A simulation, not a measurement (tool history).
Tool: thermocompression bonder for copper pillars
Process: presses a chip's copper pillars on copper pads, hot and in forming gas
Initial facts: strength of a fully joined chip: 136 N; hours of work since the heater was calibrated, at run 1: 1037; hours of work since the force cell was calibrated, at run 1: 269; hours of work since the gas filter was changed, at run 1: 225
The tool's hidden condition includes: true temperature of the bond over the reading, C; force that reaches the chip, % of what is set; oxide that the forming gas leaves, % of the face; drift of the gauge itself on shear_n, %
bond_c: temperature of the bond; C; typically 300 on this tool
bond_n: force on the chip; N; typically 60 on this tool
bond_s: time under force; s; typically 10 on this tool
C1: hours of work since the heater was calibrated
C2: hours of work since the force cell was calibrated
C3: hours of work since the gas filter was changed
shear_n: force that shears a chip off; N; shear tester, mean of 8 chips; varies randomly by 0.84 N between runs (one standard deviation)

run 1 hour=0 | bond_c=300 bond_n=60 bond_s=10 | C1=1037 C2=269 C3=225 | shear_n=71.1
run 2 hour=39.2 | bond_c=300 bond_n=60 bond_s=10 | C1=1058 C2=290 C3=246 | shear_n=71
run 3 hour=66.9 | bond_c=300 bond_n=60 bond_s=7 | C1=1073 C2=305 C3=261 | shear_n=63.7
run 4 hour=90.4 | bond_c=300 bond_n=60 bond_s=7 | C1=1086 C2=317 C3=274 | shear_n=61.6
run 5 hour=115.2 | bond_c=300 bond_n=60 bond_s=10 | C1=1099 C2=331 C3=287 | shear_n=70.5
run 6 hour=147.6 | bond_c=300 bond_n=60 bond_s=10 | C1=1116 C2=348 C3=304 | shear_n=71.5
run 7 hour=194.7 | bond_c=300 bond_n=60 bond_s=23 | C1=1142 C2=373 C3=330 | shear_n=91.7
run 8 hour=227.4 | bond_c=300 bond_n=60 bond_s=23 | C1=1159 C2=391 C3=347 | shear_n=92.6
-- hour=255.8 heater calibrated with a thermocouple chip
run 9 hour=260.6 | bond_c=300 bond_n=60 bond_s=23 | C1=3 C2=408 C3=364 | shear_n=89.9
run 10 hour=281.6 | bond_c=300 bond_n=60 bond_s=23 | C1=14 C2=419 C3=375 | shear_n=87.8
run 11 hour=322.4 | bond_c=300 bond_n=42 bond_s=10 | C1=36 C2=441 C3=397 | shear_n=49.9
-- hour=334.5 forming gas filter changed
run 12 hour=363.4 | bond_c=300 bond_n=42 bond_s=10 | C1=57 C2=462 C3=15 | shear_n=50.6
run 13 hour=384.6 | bond_c=300 bond_n=42 bond_s=6 | C1=69 C2=474 C3=27 | shear_n=41.5
run 14 hour=425.2 | bond_c=300 bond_n=42 bond_s=6 | C1=91 C2=495 C3=49 | shear_n=41.2
run 15 hour=454.3 | bond_c=302 bond_n=60 bond_s=10 | C1=106 C2=511 C3=64 | shear_n=69.4
run 16 hour=504.6 | bond_c=302 bond_n=60 bond_s=10 | C1=133 C2=538 C3=91 | shear_n=70.2
run 17 hour=543 | bond_c=300 bond_n=60 bond_s=10 | C1=154 C2=559 C3=112 | shear_n=68.7
run 18 hour=577.7 | bond_c=300 bond_n=60 bond_s=10 | C1=172 C2=577 C3=130 | shear_n=69.6
run 19 hour=609.3 | bond_c=300 bond_n=60 bond_s=10 | C1=189 C2=594 C3=147 | shear_n=69
run 20 hour=651.3 | bond_c=300 bond_n=60 bond_s=10 | C1=212 C2=617 C3=170 | shear_n=68
run 21 hour=700.8 | bond_c=306 bond_n=48 bond_s=10 | C1=238 C2=643 C3=196 | shear_n=60.7
run 22 hour=731.6 | bond_c=295 bond_n=72 bond_s=21 | C1=255 C2=660 C3=213 | shear_n=94
run 23 hour=765.7 | bond_c=291 bond_n=46 bond_s=27 | C1=273 C2=678 C3=231 | shear_n=71.8
-- hour=769.7 force cell calibrated
run 24 hour=798 | bond_c=295 bond_n=50 bond_s=10 | C1=289 C2=15 C3=248 | shear_n=57.5
run 25 hour=822.1 | bond_c=287 bond_n=84 bond_s=10 | C1=302 C2=28 C3=260 | shear_n=79.8
run 26 hour=850.1 | bond_c=287 bond_n=84 bond_s=10 | C1=317 C2=43 C3=275 | shear_n=79.7
run 27 hour=884.7 | bond_c=300 bond_n=46 bond_s=10 | C1=336 C2=62 C3=294 | shear_n=56.2
run 28 hour=912.2 | bond_c=309 bond_n=81 bond_s=25 | C1=351 C2=76 C3=309 | shear_n=114.9
run 29 hour=951.1 | bond_c=309 bond_n=81 bond_s=25 | C1=371 C2=97 C3=330 | shear_n=112.1
run 30 hour=995.5 | bond_c=309 bond_n=62 bond_s=25 | C1=395 C2=121 C3=353 | shear_n=99.7
-- hour=1033.4 force cell calibrated, once more
run 31 hour=1038.9 | bond_c=309 bond_n=62 bond_s=25 | C1=418 C2=3 C3=376 | shear_n=96.4
run 32 hour=1071 | bond_c=300 bond_n=65 bond_s=24 | C1=435 C2=20 C3=393 | shear_n=93.2
-- hour=1090 forming gas filter changed
run 33 hour=1111.6 | bond_c=283 bond_n=65 bond_s=13 | C1=456 C2=42 C3=12 | shear_n=69.9
run 34 hour=1154.9 | bond_c=314 bond_n=84 bond_s=9 | C1=480 C2=65 C3=35 | shear_n=95.5
run 35 hour=1195.9 | bond_c=316 bond_n=60 bond_s=11 | C1=502 C2=87 C3=57 | shear_n=83.1
run 36 hour=1246.1 | bond_c=304 bond_n=75 bond_s=5 | C1=528 C2=114 C3=84 | shear_n=67.7
run 37 hour=1279.9 | bond_c=304 bond_n=75 bond_s=27 | C1=547 C2=132 C3=102 | shear_n=108.6
run 38 hour=1321.9 | bond_c=288 bond_n=46 bond_s=11 | C1=569 C2=154 C3=124 | shear_n=52.3
run 39 hour=1366.2 | bond_c=288 bond_n=46 bond_s=11 | C1=593 C2=178 C3=148 | shear_n=52.5
run 40 hour=1414.1 | bond_c=313 bond_n=62 bond_s=18 | C1=618 C2=204 C3=174 | shear_n=93.8

Hidden state at the last listed run before each entry between runs and at the first one after, where it differs:
From run 8 to run 9: heater calibrated with a thermocouple chip (hour 255.8)
  true temperature of the bond over the reading, C: 9.3 -> 1.3; oxide that the forming gas leaves, % of the face: 2.44 -> 2.53
  what was measured, less what the result would be without the hidden state, shear_n: +5.1 -> +0.1 N
From run 11 to run 12: forming gas filter changed (hour 334.5)
  true temperature of the bond over the reading, C: 1.5 -> 1.7; force that reaches the chip, % of what is set: 102.2 -> 102.3; oxide that the forming gas leaves, % of the face: 2.71 -> 0.68
  what was measured, less what the result would be without the hidden state, shear_n: +0.6 -> +1.7 N
From run 23 to run 24: force cell calibrated (hour 769.7)
  true temperature of the bond over the reading, C: 3.3 -> 3.4; force that reaches the chip, % of what is set: 103.1 -> 104.2; oxide that the forming gas leaves, % of the face: 1.77 -> 1.85
  what was measured, less what the result would be without the hidden state, shear_n: +2.8 -> +3.1 N
From run 30 to run 31: force cell calibrated, once more (hour 1033.4)
  true temperature of the bond over the reading, C: 4.2 -> 4.4; force that reaches the chip, % of what is set: 104.6 -> 100.2; oxide that the forming gas leaves, % of the face: 2.37 -> 2.49
  what was measured, less what the result would be without the hidden state, shear_n: +3.1 -> +0.7 N
From run 32 to run 33: forming gas filter changed (hour 1090)
  true temperature of the bond over the reading, C: 4.5 -> 4.7; force that reaches the chip, % of what is set: 100.2 -> 100.3; oxide that the forming gas leaves, % of the face: 2.59 -> 0.57
  what was measured, less what the result would be without the hidden state, shear_n: +1 -> +3.2 N
